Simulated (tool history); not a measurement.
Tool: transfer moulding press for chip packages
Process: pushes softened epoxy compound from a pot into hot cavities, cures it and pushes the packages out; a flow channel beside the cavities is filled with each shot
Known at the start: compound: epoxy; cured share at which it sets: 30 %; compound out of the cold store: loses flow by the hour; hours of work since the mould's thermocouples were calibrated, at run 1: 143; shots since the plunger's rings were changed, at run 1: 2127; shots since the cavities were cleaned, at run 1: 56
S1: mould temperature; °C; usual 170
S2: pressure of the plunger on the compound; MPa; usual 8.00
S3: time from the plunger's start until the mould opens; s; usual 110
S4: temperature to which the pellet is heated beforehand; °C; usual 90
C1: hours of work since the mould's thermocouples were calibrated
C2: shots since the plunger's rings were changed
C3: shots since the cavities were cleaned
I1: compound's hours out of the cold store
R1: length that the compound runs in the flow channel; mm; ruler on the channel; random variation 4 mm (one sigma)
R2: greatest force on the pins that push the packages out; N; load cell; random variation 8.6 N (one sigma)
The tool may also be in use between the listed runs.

run	hour	S1	S2	S3	S4	C1	C2	C3	I1	R1	R2
1	0.0	170	8.00	110	90	143	2127	56	16.4	903	382
2	4.8	170	6.99	110	90	146	2167	96	47.5	751	357
3	11.3	170	6.99	110	90	149	2222	151	28.4	807	383
4	20.7	170	6.99	110	90	154	2301	230	31.4	804	379
5	25.0	170	6.99	116	90	157	2338	267	16.2	845	364
6	29.6	170	8.00	110	90	159	2377	306	30.7	860	401
7	37.9	170	8.00	110	90	164	2446	375	45.0	812	387
8	43.0	170	8.00	110	90	167	2490	419	37.4	843	363
9	48.0	170	8.00	91	90	169	2532	461	19.1	899	540
10	57.7	170	8.00	91	90	175	2614	543	39.8	822	502
# hour 60.0: cavities cleaned with cleaning compound and waxed
11	65.8	170	8.00	91	90	178	2670	49	31.4	863	505
12	73.2	170	8.74	91	90	182	2732	111	25.6	914	525
13	77.5	170	8.00	110	90	185	2768	147	27.7	871	375
14	86.2	170	8.00	98	90	189	2842	221	17.6	904	467
15	93.8	170	8.00	98	90	194	2906	285	27.5	867	453
16	101.7	170	8.00	98	90	198	2973	352	10.1	928	468
17	108.4	175	7.10	110	87	202	3029	408	28.2	805	336
18	112.6	176	9.45	111	92	204	3065	444	42.6	869	342
# hour 116.2: plunger's sealing rings changed
19	124.6	177	6.28	111	92	209	71	524	20.0	770	317
# hour 129.6: cavities cleaned with cleaning compound and waxed
20	135.6	177	6.28	111	92	214	151	51	29.0	751	323
21	144.5	163	9.92	110	90	219	226	126	47.4	927	564
22	153.9	163	9.92	110	90	224	306	206	9.8	1076	643
23	159.0	170	6.50	110	90	227	349	249	46.4	723	374
24	165.8	171	8.00	137	90	231	406	306	38.6	833	329
25	174.8	171	8.00	137	90	236	482	382	26.3	874	336
26	183.5	171	9.77	107	86	241	556	456	31.8	942	382
27	190.2	166	9.77	128	86	244	612	512	40.9	926	377
# hour 196.5: cavities cleaned with cleaning compound and waxed
28	199.6	176	7.01	96	89	249	679	27	44.4	740	356
29	204.5	176	7.01	96	89	251	720	68	35.0	776	340

Forecast each of these 3 alternatives for the next run:
A	210.3	172	8.00	110	90	254	769	117	33.8	?	?
B	210.3	163	9.97	121	89	254	769	117	45.8	?	?
C	210.3	162	7.01	103	90	254	769	117	41.6	?	?

run	R1	R2
A	836	355
B	927	476
C	795	688
Without the tool's hidden state the same runs would have given:
run	R1	R2
A	836	352
B	927	473
C	795	683
